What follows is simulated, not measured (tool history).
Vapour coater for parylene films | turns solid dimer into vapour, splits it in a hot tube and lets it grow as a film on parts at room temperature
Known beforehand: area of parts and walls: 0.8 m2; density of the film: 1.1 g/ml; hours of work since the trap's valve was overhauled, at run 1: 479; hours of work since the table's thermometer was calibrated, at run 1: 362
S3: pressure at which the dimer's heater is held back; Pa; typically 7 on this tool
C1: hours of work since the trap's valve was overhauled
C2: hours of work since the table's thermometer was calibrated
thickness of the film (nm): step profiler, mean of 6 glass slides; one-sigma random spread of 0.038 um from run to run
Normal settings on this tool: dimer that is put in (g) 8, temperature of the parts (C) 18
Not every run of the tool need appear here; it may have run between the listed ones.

Run 1, hour 0: usual settings; C1 479; C2 362. Result: thickness of the film (nm) 3890.
Run 2, hour 40.7: usual settings; C1 515; C2 398. Result: thickness of the film (nm) 3990.
At hour 92.4: trap's valve overhauled.
Run 3, hour 106.7: usual settings; C1 13; C2 454. Result: thickness of the film (nm) 3930.
Run 4, hour 176.6: usual settings; C1 76; C2 517. Result: thickness of the film (nm) 3930.
Run 5, hour 255.7: usual settings; C1 147; C2 588. Result: thickness of the film (nm) 3940.
Run 6, hour 311.1: usual settings but dimer that is put in (g) 9; C1 197; C2 637. Result: thickness of the film (nm) 4480.
Run 7, hour 354.1: usual settings but dimer that is put in (g) 9; C1 235; C2 676. Result: thickness of the film (nm) 4480.
Run 8, hour 427.4: usual settings but dimer that is put in (g) 9; C1 301; C2 742. Result: thickness of the film (nm) 4450.
Run 9, hour 478.9: usual settings but dimer that is put in (g) 9; C1 347; C2 788. Result: thickness of the film (nm) 4460.
Run 10, hour 520.4: usual settings but dimer that is put in (g) 9; C1 385; C2 825. Result: thickness of the film (nm) 4420.
Run 11, hour 598.2: usual settings but dimer that is put in (g) 9; C1 454; C2 895. Result: thickness of the film (nm) 4470.
Run 12, hour 679.4: usual settings but dimer that is put in (g) 9; C1 527; C2 968. Result: thickness of the film (nm) 4460.
At hour 721.6: trap's valve overhauled.
Run 13, hour 748.2: usual settings; C1 24; C2 1027. Result: thickness of the film (nm) 3980.
Run 14, hour 790.9: usual settings; C1 62; C2 1065. Result: thickness of the film (nm) 3960.
Run 15, hour 866.1: usual settings but S3 2.81 Pa; C1 130; C2 1132. Result: thickness of the film (nm) 4980.
Run 16, hour 919.1: usual settings but S3 2.81 Pa; C1 177; C2 1180. Result: thickness of the film (nm) 4950.
Run 17, hour 991.5: usual settings but S3 2.81 Pa; C1 242; C2 1245. Result: thickness of the film (nm) 4910.
Run 18, hour 1044.6: usual settings but S3 2.81 Pa; C1 290; C2 1293. Result: thickness of the film (nm) 4980.
Run 19, hour 1099.9: usual settings but dimer that is put in (g) 5, temperature of the parts (C) 19, S3 2.77 Pa; C1 340; C2 1342. Result: thickness of the film (nm) 2990.
Run 20, hour 1146: usual settings but dimer that is put in (g) 5, S3 2.5 Pa; C1 381; C2 1384. Result: thickness of the film (nm) 3200.
Run 21, hour 1212.4: usual settings but dimer that is put in (g) 5, temperature of the parts (C) 14, S3 2.5 Pa; C1 441; C2 1444. Result: thickness of the film (nm) 3480.
Run 22, hour 1294.1: usual settings but dimer that is put in (g) 5, temperature of the parts (C) 14, S3 2.5 Pa; C1 514; C2 1517. Result: thickness of the film (nm) 3530.
At hour 1346.5: trap's valve overhauled.
Run 23, hour 1371.9: usual settings but dimer that is put in (g) 5, temperature of the parts (C) 14, S3 2.5 Pa; C1 23; C2 1583. Result: thickness of the film (nm) 3590.
Run 24, hour 1407.9: usual settings but dimer that is put in (g) 14, S3 4.9 Pa; C1 55; C2 1616. Result: thickness of the film (nm) 7600.
Run 25, hour 1470.9: usual settings but dimer that is put in (g) 6; C1 112; C2 1672. Result: thickness of the film (nm) 3010.
Run 26, hour 1505.6: usual settings but dimer that is put in (g) 6; C1 143; C2 1703. Result: thickness of the film (nm) 2880.
Run 27, hour 1587.7: usual settings but dimer that is put in (g) 7, S3 5.29 Pa; C1 217; C2 1777. Result: thickness of the film (nm) 3670.
At hour 1652.8: table's thermometer calibrated.
Run 28, hour 1665.5: usual settings but temperature of the parts (C) 26; C1 286; C2 11. Result: thickness of the film (nm) 3110.
Run 29, hour 1707.5: usual settings but temperature of the parts (C) 15, S3 6.82 Pa; C1 323; C2 49. Result: thickness of the film (nm) 4380.
Run 30, hour 1746.5: usual settings but temperature of the parts (C) 17; C1 358; C2 84. Result: thickness of the film (nm) 4060.

4 ways to go on from here, each from the tool as it stands after run 30. What would each give?
Run A, hour 1804.6: usual settings but temperature of the parts (C) 17, S3 4.61 Pa; C1 411; C2 136. Result: thickness of the film (nm) ?.
Run B, hour 1804.6: usual settings but dimer that is put in (g) 10, temperature of the parts (C) 16, S3 6.82 Pa; C1 411; C2 136. Result: thickness of the film (nm) ?.
Run C, hour 1804.6: usual settings but dimer that is put in (g) 4, temperature of the parts (C) 15; C1 411; C2 136. Result: thickness of the film (nm) ?.
Run D, hour 1804.6: usual settings but temperature of the parts (C) 12, S3 2.12 Pa; C1 411; C2 136. Result: thickness of the film (nm) ?.

run  thickness of the film (nm)
  A                        4460
  B                        5370
  C                        2160
  D                        6250
What these runs would have given with no unlogged condition in the tool:
run  thickness of the film (nm)
  A                        4480
  B                        5400
  C                        2170
  D                        6280
